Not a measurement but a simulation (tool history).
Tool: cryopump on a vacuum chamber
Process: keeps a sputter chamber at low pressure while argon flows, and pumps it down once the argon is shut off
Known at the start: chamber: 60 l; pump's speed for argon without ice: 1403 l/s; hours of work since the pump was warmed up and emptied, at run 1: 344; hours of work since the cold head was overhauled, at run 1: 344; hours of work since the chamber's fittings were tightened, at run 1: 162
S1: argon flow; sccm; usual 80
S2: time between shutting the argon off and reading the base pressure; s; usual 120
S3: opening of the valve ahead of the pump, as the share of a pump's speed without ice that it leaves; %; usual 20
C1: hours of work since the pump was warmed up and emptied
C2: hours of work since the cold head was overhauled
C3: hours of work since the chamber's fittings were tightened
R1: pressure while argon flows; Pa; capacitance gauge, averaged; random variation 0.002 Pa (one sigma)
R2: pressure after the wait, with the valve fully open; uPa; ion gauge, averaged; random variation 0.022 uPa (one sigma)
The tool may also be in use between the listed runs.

run 1 hour=0.0 | S1=80 S2=120 S3=20 | C1=344 C2=344 C3=162 | R1=0.5075 R2=0.71
run 2 hour=13.3 | S1=80 S2=167 S3=20 | C1=353 C2=353 C3=171 | R1=0.5102 R2=0.66
run 3 hour=22.7 | S1=80 S2=167 S3=20 | C1=359 C2=359 C3=177 | R1=0.5096 R2=0.69
run 4 hour=29.4 | S1=80 S2=167 S3=20 | C1=364 C2=364 C3=182 | R1=0.5137 R2=0.68
run 5 hour=41.9 | S1=80 S2=167 S3=20 | C1=372 C2=372 C3=190 | R1=0.5116 R2=0.66
run 6 hour=54.6 | S1=80 S2=120 S3=44 | C1=380 C2=380 C3=199 | R1=0.2488 R2=0.78
run 7 hour=69.4 | S1=80 S2=120 S3=20 | C1=390 C2=390 C3=208 | R1=0.5145 R2=0.78
run 8 hour=78.1 | S1=80 S2=120 S3=20 | C1=396 C2=396 C3=214 | R1=0.5136 R2=0.81
run 9 hour=87.6 | S1=80 S2=120 S3=20 | C1=402 C2=402 C3=220 | R1=0.5171 R2=0.76
run 10 hour=93.8 | S1=80 S2=120 S3=20 | C1=406 C2=406 C3=224 | R1=0.5162 R2=0.82
run 11 hour=103.5 | S1=37 S2=120 S3=20 | C1=413 C2=413 C3=231 | R1=0.2366 R2=0.86
run 12 hour=118.4 | S1=37 S2=120 S3=20 | C1=423 C2=423 C3=241 | R1=0.2398 R2=0.82
-- hour=133.4 pump warmed up, emptied and cooled again
run 13 hour=135.9 | S1=80 S2=120 S3=20 | C1=2 C2=431 C3=249 | R1=0.4795 R2=0.67
run 14 hour=142.8 | S1=80 S2=120 S3=20 | C1=6 C2=435 C3=254 | R1=0.4824 R2=0.71
run 15 hour=157.4 | S1=80 S2=120 S3=20 | C1=16 C2=445 C3=263 | R1=0.4832 R2=0.72
run 16 hour=169.1 | S1=80 S2=120 S3=20 | C1=24 C2=453 C3=271 | R1=0.4854 R2=0.70
run 17 hour=178.7 | S1=80 S2=120 S3=20 | C1=30 C2=459 C3=277 | R1=0.4851 R2=0.73
run 18 hour=189.8 | S1=38 S2=39 S3=41 | C1=37 C2=466 C3=285 | R1=0.1132 R2=1.46
run 19 hour=198.9 | S1=38 S2=185 S3=39 | C1=43 C2=472 C3=291 | R1=0.1195 R2=0.58
run 20 hour=212.1 | S1=135 S2=67 S3=20 | C1=52 C2=481 C3=299 | R1=0.8194 R2=1.00
run 21 hour=224.4 | S1=135 S2=67 S3=20 | C1=60 C2=489 C3=308 | R1=0.8229 R2=1.03
run 22 hour=231.9 | S1=80 S2=120 S3=19 | C1=65 C2=494 C3=313 | R1=0.5118 R2=0.75
run 23 hour=238.9 | S1=63 S2=120 S3=52 | C1=70 C2=499 C3=317 | R1=0.1515 R2=0.72
run 24 hour=253.3 | S1=63 S2=49 S3=52 | C1=79 C2=508 C3=327 | R1=0.1517 R2=1.27
run 25 hour=261.6 | S1=94 S2=49 S3=24 | C1=85 C2=514 C3=332 | R1=0.4802 R2=1.37
run 26 hour=268.9 | S1=32 S2=27 S3=18 | C1=90 C2=519 C3=337 | R1=0.2165 R2=2.08
run 27 hour=281.3 | S1=32 S2=21 S3=40 | C1=98 C2=527 C3=345 | R1=0.0998 R2=2.52
run 28 hour=290.9 | S1=32 S2=21 S3=40 | C1=104 C2=533 C3=352 | R1=0.0997 R2=2.49
run 29 hour=297.0 | S1=55 S2=120 S3=20 | C1=108 C2=537 C3=356 | R1=0.3348 R2=0.76
run 30 hour=304.4 | S1=52 S2=242 S3=20 | C1=113 C2=542 C3=361 | R1=0.3173 R2=0.61
run 31 hour=316.6 | S1=68 S2=43 S3=19 | C1=121 C2=550 C3=369 | R1=0.4396 R2=1.41
run 32 hour=328.8 | S1=66 S2=43 S3=19 | C1=129 C2=558 C3=377 | R1=0.4276 R2=1.41
run 33 hour=337.3 | S1=66 S2=43 S3=19 | C1=135 C2=564 C3=382 | R1=0.4260 R2=1.42
run 34 hour=343.9 | S1=66 S2=43 S3=19 | C1=139 C2=568 C3=387 | R1=0.4256 R2=1.42

Forecast each of these 3 alternatives for the next run:
run A hour=355.0 | S1=57 S2=75 S3=19 | C1=147 C2=576 C3=394 | R1=? R2=?
run B hour=355.0 | S1=69 S2=94 S3=47 | C1=147 C2=576 C3=394 | R1=? R2=?
run C hour=355.0 | S1=80 S2=230 S3=20 | C1=147 C2=576 C3=394 | R1=? R2=?

run=A R1=0.3671 R2=1.03
run=B R1=0.1860 R2=0.94
run=C R1=0.4925 R2=0.63
Without the tool's hidden state the same runs would have given:
run=A R1=0.3594 R2=0.81
run=B R1=0.1766 R2=0.71
run=C R1=0.4816 R2=0.41
